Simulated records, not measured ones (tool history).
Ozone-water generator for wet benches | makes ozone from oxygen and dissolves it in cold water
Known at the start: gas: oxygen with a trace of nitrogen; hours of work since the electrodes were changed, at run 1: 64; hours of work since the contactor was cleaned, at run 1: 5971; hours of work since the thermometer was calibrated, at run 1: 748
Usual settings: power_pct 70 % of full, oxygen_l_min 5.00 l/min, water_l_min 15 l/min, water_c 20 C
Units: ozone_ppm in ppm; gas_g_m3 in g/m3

run	hour	power_pct	oxygen_l_min	water_l_min	water_c	hours of work since the electrodes were changed	hours of work since the contactor was cleaned	hours of work since the thermometer was calibrated	ozone_ppm	gas_g_m3
1	0.0	70	5.00	15	20	64	5971	748	18.7	161.2
2	116.6	70	5.00	15	19	172	6079	856	18.9	161.7
3	185.1	70	3.24	15	20	235	6143	920	19.5	212.7
4	248.6	70	5.00	20	20	294	6202	979	14.2	161.5
5	318.9	70	5.00	15	20	359	6267	1044	18.8	162.0
6	395.0	54	5.00	15	20	430	6338	1115	15.3	132.6
7	485.5	54	5.00	15	20	514	6421	1199	15.6	131.7
8	559.2	54	5.00	15	20	582	6490	1267	15.5	133.8
9	610.5	46	5.00	15	20	630	6537	1315	13.8	119.7
10	684.4	46	5.00	15	20	699	6606	1383	13.7	118.6
11	773.1	70	7.66	15	20	781	6688	1465	17.0	120.5
12	874.9	70	3.80	15	20	875	6783	1560	19.2	189.3
13	982.9	70	5.00	15	20	976	6883	1660	18.7	159.0
14	1030.4	70	5.00	15	20	1020	6927	1704	18.5	159.1
15	1114.6	70	5.00	15	20	1098	7005	1782	18.7	156.9
16	1229.5	70	5.00	15	20	1204	7112	1889	18.9	157.6
17	1296.3	70	5.00	15	20	1266	7174	1951	18.5	157.5
18	1396.0	70	5.28	19	20	1359	7266	2044	15.1	152.6
19	1463.8	70	5.00	15	23	1422	7329	2106	17.6	156.1
20	1573.2	70	5.00	15	23	1523	7431	2208	17.5	155.5
21	1677.2	70	5.00	15	23	1620	7527	2304	17.7	158.1
22	1748.7	97	5.13	19	15	1686	7594	2371	20.6	193.2
23	1814.3	97	5.13	19	15	1747	7654	2432	20.7	196.8
24	1915.1	70	5.56	18	25	1840	7748	2525	14.5	146.3
# hour 1939.9: gauge calibrated
25	2015.8	70	5.56	18	25	1934	7841	2619	14.5	151.2
26	2071.2	70	2.63	14	19	1985	7893	2670	21.2	243.3
27	2185.6	70	5.00	15	18	2091	7999	2776	19.1	162.1
28	2277.1	70	5.00	15	18	2176	8084	2861	19.5	158.9
# hour 2321.5: contactor cleaned
29	2329.3	70	5.00	15	18	2221	7	2906	19.3	160.8
30	2402.4	42	7.09	15	20	2289	75	2974	12.0	88.3
31	2494.8	42	7.09	15	20	2375	161	3059	12.0	88.9
32	2610.6	42	7.09	15	20	2482	268	3167	11.9	87.5
33	2704.8	55	7.09	18	20	2570	356	3254	12.7	106.7

Measured less the same run without the tool's hidden state. The same run-to-run variation is in both; the gauge's scatter may not be:
The hidden state here: yield of the discharge, % of new electrodes'; contactor's efficiency, % of a clean one's; true water temperature over the reading, C; drift of the gauge itself on ozone_ppm, %; drift of the gauge itself on gas_g_m3, %.
run	gas_g_m3
1	+0.0
2	-0.3
3	-0.6
4	-0.6
5	-0.8
6	-0.9
7	-1.0
8	-1.2
9	-1.1
10	-1.3
11	-1.5
12	-2.6
13	-2.5
14	-2.6
15	-2.8
16	-3.1
17	-3.3
18	-3.4
19	-3.7
20	-4.0
21	-4.2
22	-5.4
23	-5.7
24	-4.5
25	-0.3
26	-0.6
27	-0.7
28	-0.9
29	-1.1
30	-0.7
31	-0.8
32	-1.0
33	-1.3
ozone_ppm: within 0.1 ppm of the measured result in every run.
